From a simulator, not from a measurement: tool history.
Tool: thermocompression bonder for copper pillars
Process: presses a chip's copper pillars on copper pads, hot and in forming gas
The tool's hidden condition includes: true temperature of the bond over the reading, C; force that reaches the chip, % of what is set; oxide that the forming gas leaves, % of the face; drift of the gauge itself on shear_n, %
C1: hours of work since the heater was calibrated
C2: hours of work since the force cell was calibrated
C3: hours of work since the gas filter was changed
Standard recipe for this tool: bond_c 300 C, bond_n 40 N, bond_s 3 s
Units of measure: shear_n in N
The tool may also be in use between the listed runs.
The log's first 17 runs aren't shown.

run 18 hour=349.4 | bond_c=300 bond_n=54 bond_s=3 | C1=425 C2=660 C3=153 | shear_n=100.6
run 19 hour=369.0 | bond_c=300 bond_n=54 bond_s=3 | C1=433 C2=668 C3=161 | shear_n=100.9
run 20 hour=389.5 | bond_c=300 bond_n=40 bond_s=3 | C1=441 C2=676 C3=169 | shear_n=86.6
run 21 hour=415.5 | bond_c=300 bond_n=40 bond_s=3 | C1=452 C2=687 C3=180 | shear_n=86.8
run 22 hour=439.8 | bond_c=321 bond_n=40 bond_s=5 | C1=462 C2=697 C3=190 | shear_n=110.8
run 23 hour=462.6 | bond_c=321 bond_n=40 bond_s=5 | C1=471 C2=706 C3=199 | shear_n=109.4
run 24 hour=477.6 | bond_c=321 bond_n=32 bond_s=5 | C1=477 C2=712 C3=205 | shear_n=98.9
run 25 hour=492.8 | bond_c=321 bond_n=32 bond_s=5 | C1=483 C2=718 C3=212 | shear_n=100.3
run 26 hour=519.2 | bond_c=294 bond_n=25 bond_s=5 | C1=494 C2=729 C3=222 | shear_n=72.5
run 27 hour=534.3 | bond_c=294 bond_n=58 bond_s=7 | C1=500 C2=735 C3=229 | shear_n=114.0
run 28 hour=562.2 | bond_c=294 bond_n=46 bond_s=5 | C1=512 C2=747 C3=240 | shear_n=99.8
run 29 hour=588.7 | bond_c=289 bond_n=46 bond_s=6 | C1=522 C2=757 C3=251 | shear_n=99.9
-- hour=603.7 forming gas filter changed
run 30 hour=603.9 | bond_c=289 bond_n=59 bond_s=3 | C1=529 C2=763 C3=0 | shear_n=105.0
run 31 hour=625.6 | bond_c=317 bond_n=33 bond_s=2 | C1=537 C2=772 C3=9 | shear_n=84.5
run 32 hour=653.6 | bond_c=299 bond_n=26 bond_s=2 | C1=549 C2=784 C3=20 | shear_n=60.8
run 33 hour=677.4 | bond_c=299 bond_n=26 bond_s=2 | C1=559 C2=794 C3=30 | shear_n=59.9
run 34 hour=702.1 | bond_c=299 bond_n=26 bond_s=2 | C1=569 C2=804 C3=40 | shear_n=59.7
run 35 hour=720.8 | bond_c=299 bond_n=26 bond_s=2 | C1=576 C2=811 C3=48 | shear_n=58.9
run 36 hour=734.4 | bond_c=325 bond_n=48 bond_s=3 | C1=582 C2=817 C3=53 | shear_n=113.5
run 37 hour=753.8 | bond_c=310 bond_n=25 bond_s=6 | C1=590 C2=825 C3=61 | shear_n=91.3
run 38 hour=775.0 | bond_c=300 bond_n=30 bond_s=3 | C1=599 C2=834 C3=70 | shear_n=75.8
run 39 hour=792.2 | bond_c=300 bond_n=30 bond_s=3 | C1=606 C2=841 C3=77 | shear_n=75.9
run 40 hour=806.9 | bond_c=329 bond_n=60 bond_s=7 | C1=612 C2=847 C3=83 | shear_n=130.1

3 ways to go on from here, each from the tool as it stands after run 40. What would each give?
run A hour=831.4 | bond_c=292 bond_n=60 bond_s=7 | C1=622 C2=857 C3=93 | shear_n=?
run B hour=831.4 | bond_c=275 bond_n=40 bond_s=9 | C1=622 C2=857 C3=93 | shear_n=?
run C hour=831.4 | bond_c=292 bond_n=32 bond_s=7 | C1=622 C2=857 C3=93 | shear_n=?

run=A shear_n=119.2
run=B shear_n=99.6
run=C shear_n=94.1
Without the tool's unlogged condition, the same runs would have read:
run=A shear_n=118.9
run=B shear_n=96.6
run=C shear_n=91.0
